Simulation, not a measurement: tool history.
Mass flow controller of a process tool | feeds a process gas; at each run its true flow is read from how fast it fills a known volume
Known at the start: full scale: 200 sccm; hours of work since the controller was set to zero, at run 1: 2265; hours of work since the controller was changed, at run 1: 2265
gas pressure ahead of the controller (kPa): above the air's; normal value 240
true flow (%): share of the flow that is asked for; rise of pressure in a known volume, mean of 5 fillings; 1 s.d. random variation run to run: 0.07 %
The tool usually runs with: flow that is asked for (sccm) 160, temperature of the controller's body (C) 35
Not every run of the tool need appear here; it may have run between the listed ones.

run,hour,flow that is asked for (sccm),gas pressure ahead of the controller (kPa),temperature of the controller's body (C),hours of work since the controller was set to zero,hours of work since the controller was changed,true flow (%)
1,0.0,160,240,35,2265,2265,99.01
2,120.2,160,240,35,2328,2328,98.98
3,187.5,160,240,21,2364,2364,100.09
4,288.1,160,240,21,2417,2417,100.24
5,380.2,160,240,21,2466,2466,100.36
6,508.0,160,240,21,2534,2534,100.21
7,663.8,160,240,21,2617,2617,100.26
8,790.2,160,240,35,2684,2684,98.82
9,946.1,160,240,35,2766,2766,98.88
10,1037.3,160,240,35,2815,2815,98.95
11,1190.2,160,240,35,2896,2896,99.07
12,1275.8,45,240,35,2941,2941,96.69
13,1374.3,45,240,35,2994,2994,96.85
14,1468.2,45,240,35,3043,3043,96.75
15,1572.7,160,240,33,3099,3099,99.13
16,1721.2,160,240,33,3178,3178,99.16
17,1864.3,160,240,33,3253,3253,99.28
18,1934.5,160,240,33,3291,3291,99.31
19,2043.3,160,240,33,3348,3348,99.35
20,2148.6,160,240,35,3404,3404,99.10
21,2214.6,160,240,23,3439,3439,100.28
22,2353.1,160,240,23,3513,3513,100.27
23,2489.8,100,166,30,3585,3585,99.28
24,2569.0,104,147,30,3627,3627,99.38
25,2703.8,24,240,30,3699,3699,94.59
26,2830.1,22,160,23,3766,3766,95.32
27,2948.0,80,197,26,3828,3828,99.02
28,3048.9,80,197,26,3882,3882,99.14
29,3121.3,160,240,35,3920,3920,99.13
30,3197.7,42,240,24,3961,3961,97.41
31,3317.1,22,157,27,4024,4024,94.72
32,3467.5,32,207,32,4104,4104,95.68
33,3547.5,160,278,30,4146,4146,99.41
34,3621.1,152,176,21,4185,4185,100.95
35,3706.0,62,168,35,4230,4230,97.82
36,3836.2,112,168,35,4299,4299,98.97
37,3938.3,160,166,30,4353,4353,100.31
38,4010.1,32,185,27,4392,4392,96.25
39,4151.7,86,204,27,4467,4467,99.01
40,4306.7,86,204,27,4549,4549,99.05
41,4430.5,36,240,35,4615,4615,95.51
42,4538.6,36,240,35,4672,4672,95.30
43,4671.1,70,197,30,4742,4742,98.25

Per-run results on a tool with no hidden state, each run keeping its own random variation:
Unlogged tool condition in this case: flow at rest that the sensor doesn't see, % of full scale; true flow over the shown one, %; drift of the gauge itself on true_pct, %.
run,true flow (%)
1,98.62
2,98.57
3,99.68
4,99.82
5,99.93
6,99.77
7,99.81
8,98.35
9,98.40
10,98.46
11,98.56
12,97.71
13,97.88
14,97.80
15,98.59
16,98.61
17,98.71
18,98.73
19,98.77
20,98.51
21,99.68
22,99.66
23,99.08
24,99.14
25,98.12
26,99.34
27,99.11
28,99.23
29,98.45
30,98.91
31,98.97
32,98.17
33,98.69
34,100.26
35,98.39
36,98.58
37,99.55
38,98.89
39,98.98
40,99.01
41,97.78
42,97.59
43,98.60
